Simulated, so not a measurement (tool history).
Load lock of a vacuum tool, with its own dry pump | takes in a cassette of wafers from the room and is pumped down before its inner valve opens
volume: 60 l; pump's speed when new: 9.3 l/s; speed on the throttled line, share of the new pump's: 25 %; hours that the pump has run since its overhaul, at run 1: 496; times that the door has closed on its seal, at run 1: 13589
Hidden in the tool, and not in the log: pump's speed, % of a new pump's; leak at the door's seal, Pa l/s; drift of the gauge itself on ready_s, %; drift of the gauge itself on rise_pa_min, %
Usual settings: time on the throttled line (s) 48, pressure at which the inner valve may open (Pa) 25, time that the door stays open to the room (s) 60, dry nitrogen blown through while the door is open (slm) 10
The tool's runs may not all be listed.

run	day	time on the throttled line (s)	pressure at which the inner valve may open (Pa)	time that the door stays open to the room (s)	dry nitrogen blown through while the door is open (slm)	hours that the pump has run since its overhaul	times that the door has closed on its seal	incoming humidity of the room's air, %	time from the closed door until the inner valve may open (s)	rise of the pressure with all valves shut (Pa/min)
1	0	48	25	60	10	496	13589	46.2	90.3	0.247
2	22.888	48	25	60	10	1045	14976	47.3	90.6	0.28
3	39.917	48	43	60	10	1454	16007	46.4	87	0.308
4	53.575	48	43	60	10	1781	16835	42	87.5	0.318
5	78.108	48	43	60	10	2370	18321	40	87.7	0.352
6	101.971	48	25	93	10	2943	19767	46.5	90.9	0.402
7	125.033	48	25	93	10	3496	21164	43	91.7	0.435
8	149.467	48	25	93	10	4083	22644	48	91.9	0.472
9	173.283	48	21	60	10	4654	24087	45	92.6	0.504
10	193.829	44	21	60	10	5148	25331	44.4	91.8	0.541
11	209.088	44	21	60	10	5514	26256	45	91.3	0.588
12	224.896	48	25	60	32	5893	27213	45.7	92.7	0.61
13	248.654	48	25	60	32	6463	28653	50.2	93	0.643
# day 251.65: door's seal changed, seat wiped
14	272.6	60	25	60	10	7037	1269	44.8	102.3	0.035
15	285.162	48	36	237	10	7338	2031	45.6	91.2	0.061
16	307.596	36	36	237	10	7876	3389	46.5	82.5	0.076
17	323.679	36	36	237	10	8262	4364	47	82.4	0.079
18	344.671	36	36	237	10	8766	5636	43	82.1	0.09
19	359.825	71	25	62	7	9130	6554	44.5	111.8	0.089
20	382.025	71	25	62	7	9663	7898	49.5	111.7	0.109
21	403.25	41	45	152	25	10172	9184	44.3	85.3	0.117
22	415.225	48	36	60	10	10460	9910	44.4	91.8	0.133
23	426.404	49	36	60	10	10728	10587	42.6	93.3	0.142
24	449.65	48	25	94	31	11286	11995	46.3	96.6	0.164
25	460.725	48	25	60	32	11552	12666	51.3	96.6	0.175

Forecast each of these 3 alternatives for the next run:
A	485.071	48	25	75	10	12136	14141	47	?	?
B	485.071	82	28	60	41	12136	14141	44.9	?	?
C	485.071	48	25	132	17	12136	14141	43.5	?	?

run	time from the closed door until the inner valve may open (s)	rise of the pressure with all valves shut (Pa/min)
A	96.4	0.214
B	118.2	0.203
C	96.8	0.215
Without the tool's hidden state the same runs would have given:
run	time from the closed door until the inner valve may open (s)	rise of the pressure with all valves shut (Pa/min)
A	89.7	0.025
B	112.9	0.012
C	90	0.024

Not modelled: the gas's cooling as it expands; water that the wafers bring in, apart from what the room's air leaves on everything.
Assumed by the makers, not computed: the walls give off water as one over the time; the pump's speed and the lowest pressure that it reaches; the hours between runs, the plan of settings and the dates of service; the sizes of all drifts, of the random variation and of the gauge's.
